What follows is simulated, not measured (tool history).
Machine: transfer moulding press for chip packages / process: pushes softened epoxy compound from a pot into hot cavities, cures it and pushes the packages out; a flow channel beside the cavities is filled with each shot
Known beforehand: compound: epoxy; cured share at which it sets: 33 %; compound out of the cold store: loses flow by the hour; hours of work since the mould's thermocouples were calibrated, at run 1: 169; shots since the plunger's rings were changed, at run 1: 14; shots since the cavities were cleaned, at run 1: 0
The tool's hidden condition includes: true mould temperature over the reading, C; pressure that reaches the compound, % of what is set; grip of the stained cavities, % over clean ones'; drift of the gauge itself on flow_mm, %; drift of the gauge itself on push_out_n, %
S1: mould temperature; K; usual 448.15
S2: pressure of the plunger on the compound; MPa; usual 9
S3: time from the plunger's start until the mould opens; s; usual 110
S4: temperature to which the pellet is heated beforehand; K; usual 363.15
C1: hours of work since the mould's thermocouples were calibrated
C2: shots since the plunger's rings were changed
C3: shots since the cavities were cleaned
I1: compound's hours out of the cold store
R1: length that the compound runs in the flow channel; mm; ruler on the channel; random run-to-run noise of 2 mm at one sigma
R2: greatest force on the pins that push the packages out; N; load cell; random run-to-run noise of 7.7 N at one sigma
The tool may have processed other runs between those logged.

{"run": 1, "hour": 0.0, "S1": 448.15, "S2": 9, "S3": 110, "S4": 363.15, "C1": 169, "C2": 14, "C3": 0, "I1": 21, "R1": 549, "R2": 340}
{"run": 2, "hour": 27.7, "S1": 448.15, "S2": 9, "S3": 110, "S4": 363.15, "C1": 181, "C2": 206, "C3": 192, "I1": 30.5, "R1": 537, "R2": 438}
{"hour": 75.3, "done": "cavities cleaned with cleaning compound and waxed"}
{"run": 3, "hour": 77.3, "S1": 448.15, "S2": 9, "S3": 110, "S4": 363.15, "C1": 202, "C2": 539, "C3": 14, "I1": 18, "R1": 556, "R2": 353}
{"run": 4, "hour": 115.8, "S1": 448.15, "S2": 9, "S3": 110, "S4": 363.15, "C1": 219, "C2": 804, "C3": 279, "I1": 31.6, "R1": 533, "R2": 484}
{"hour": 150.5, "done": "cavities cleaned with cleaning compound and waxed"}
{"run": 5, "hour": 167.7, "S1": 448.15, "S2": 9, "S3": 110, "S4": 363.15, "C1": 240, "C2": 1153, "C3": 119, "I1": 12, "R1": 554, "R2": 430}
{"run": 6, "hour": 220.6, "S1": 448.15, "S2": 9, "S3": 110, "S4": 363.15, "C1": 263, "C2": 1519, "C3": 485, "I1": 31.6, "R1": 528, "R2": 552}
{"hour": 226.0, "done": "cavities cleaned with cleaning compound and waxed"}
{"run": 7, "hour": 274.3, "S1": 448.15, "S2": 9, "S3": 110, "S4": 370.15, "C1": 285, "C2": 1880, "C3": 334, "I1": 42.8, "R1": 515, "R2": 492}
{"hour": 300.8, "done": "cavities cleaned with cleaning compound and waxed"}
{"run": 8, "hour": 313.9, "S1": 448.15, "S2": 7.91, "S3": 110, "S4": 363.15, "C1": 302, "C2": 2144, "C3": 91, "I1": 19.6, "R1": 508, "R2": 418}
{"run": 9, "hour": 362.4, "S1": 448.15, "S2": 7.91, "S3": 123, "S4": 363.15, "C1": 323, "C2": 2479, "C3": 426, "I1": 19.1, "R1": 504, "R2": 524}
{"hour": 375.5, "done": "cavities cleaned with cleaning compound and waxed"}
{"run": 10, "hour": 399.3, "S1": 448.15, "S2": 7.91, "S3": 123, "S4": 363.15, "C1": 338, "C2": 2723, "C3": 164, "I1": 33.3, "R1": 487, "R2": 405}
{"run": 11, "hour": 448.1, "S1": 448.15, "S2": 9, "S3": 110, "S4": 355.15, "C1": 359, "C2": 3061, "C3": 502, "I1": 28, "R1": 530, "R2": 553}
{"hour": 453.8, "done": "cavities cleaned with cleaning compound and waxed"}
{"hour": 471.2, "done": "plunger's sealing rings changed"}
{"run": 12, "hour": 483.4, "S1": 448.15, "S2": 9.36, "S3": 110, "S4": 363.15, "C1": 372, "C2": 84, "C3": 187, "I1": 14.8, "R1": 567, "R2": 446}
{"run": 13, "hour": 527.2, "S1": 448.15, "S2": 9, "S3": 110, "S4": 363.15, "C1": 391, "C2": 388, "C3": 491, "I1": 24.8, "R1": 543, "R2": 548}
{"hour": 533.0, "done": "cavities cleaned with cleaning compound and waxed"}
{"run": 14, "hour": 567.7, "S1": 448.15, "S2": 9, "S3": 110, "S4": 363.15, "C1": 408, "C2": 657, "C3": 240, "I1": 45.5, "R1": 522, "R2": 474}
{"hour": 609.4, "done": "cavities cleaned with cleaning compound and waxed"}
{"run": 15, "hour": 620.2, "S1": 443.15, "S2": 9.07, "S3": 110, "S4": 363.15, "C1": 430, "C2": 1010, "C3": 75, "I1": 12.5, "R1": 570, "R2": 492}
{"run": 16, "hour": 669.0, "S1": 454.15, "S2": 9.07, "S3": 121, "S4": 366.15, "C1": 451, "C2": 1347, "C3": 412, "I1": 45.7, "R1": 507, "R2": 496}
{"hour": 688.9, "done": "cavities cleaned with cleaning compound and waxed"}
{"run": 17, "hour": 726.1, "S1": 456.15, "S2": 8.8, "S3": 121, "S4": 366.15, "C1": 475, "C2": 1732, "C3": 257, "I1": 44, "R1": 495, "R2": 457}
{"hour": 763.3, "done": "cavities cleaned with cleaning compound and waxed"}
{"run": 18, "hour": 779.3, "S1": 456.15, "S2": 8.8, "S3": 121, "S4": 366.15, "C1": 497, "C2": 2089, "C3": 110, "I1": 35.2, "R1": 500, "R2": 391}
{"run": 19, "hour": 809.0, "S1": 455.15, "S2": 8.8, "S3": 121, "S4": 368.15, "C1": 510, "C2": 2295, "C3": 316, "I1": 43.1, "R1": 495, "R2": 463}
{"hour": 840.3, "done": "cavities cleaned with cleaning compound and waxed"}
{"run": 20, "hour": 858.4, "S1": 455.15, "S2": 8.8, "S3": 121, "S4": 368.15, "C1": 531, "C2": 2626, "C3": 125, "I1": 15.1, "R1": 523, "R2": 396}
{"run": 21, "hour": 892.4, "S1": 455.15, "S2": 10.67, "S3": 121, "S4": 368.15, "C1": 545, "C2": 2861, "C3": 360, "I1": 47.8, "R1": 536, "R2": 481}
{"hour": 917.2, "done": "cavities cleaned with cleaning compound and waxed"}
{"run": 22, "hour": 938.8, "S1": 441.15, "S2": 7.56, "S3": 145, "S4": 371.15, "C1": 565, "C2": 3172, "C3": 150, "I1": 26.6, "R1": 496, "R2": 448}
{"hour": 944.3, "done": "plunger's sealing rings changed"}
{"hour": 995.6, "done": "cavities cleaned with cleaning compound and waxed"}
{"run": 23, "hour": 995.6, "S1": 453.15, "S2": 10.62, "S3": 110, "S4": 363.15, "C1": 587, "C2": 345, "C3": 0, "I1": 28.3, "R1": 576, "R2": 328}
{"run": 24, "hour": 1053.2, "S1": 453.15, "S2": 10.62, "S3": 110, "S4": 363.15, "C1": 612, "C2": 743, "C3": 398, "I1": 37.8, "R1": 564, "R2": 510}
{"hour": 1072.7, "done": "cavities cleaned with cleaning compound and waxed"}
{"run": 25, "hour": 1109.8, "S1": 452.15, "S2": 7.49, "S3": 106, "S4": 369.15, "C1": 636, "C2": 1124, "C3": 256, "I1": 36.6, "R1": 473, "R2": 467}
{"hour": 1149.0, "done": "cavities cleaned with cleaning compound and waxed"}
{"run": 26, "hour": 1160.9, "S1": 452.15, "S2": 7.35, "S3": 106, "S4": 369.15, "C1": 657, "C2": 1467, "C3": 82, "I1": 36.9, "R1": 468, "R2": 367}

Table of differences, measured result less the result of that run with no hidden state. Run-to-run variation is the same in both. Gauge scatter possibly is not:
run=1 R1=+1 R2=+4
run=2 R1=-1 R2=+114
run=3 R1=-2 R2=+18
run=4 R1=-4 R2=+155
run=5 R1=-5 R2=+87
run=6 R1=-6 R2=+219
run=7 R1=-9 R2=+168
run=8 R1=-9 R2=+77
run=9 R1=-11 R2=+201
run=10 R1=-12 R2=+98
run=11 R1=-15 R2=+228
run=12 R1=+0 R2=+119
run=13 R1=-1 R2=+220
run=14 R1=-3 R2=+144
run=15 R1=-5 R2=+99
run=16 R1=-6 R2=+190
run=17 R1=-8 R2=+134
run=18 R1=-10 R2=+73
run=19 R1=-10 R2=+156
run=20 R1=-13 R2=+83
run=21 R1=-14 R2=+171
run=22 R1=-14 R2=+106
run=23 R1=-1 R2=+11
run=24 R1=-2 R2=+193
run=25 R1=-4 R2=+149
run=26 R1=-5 R2=+55
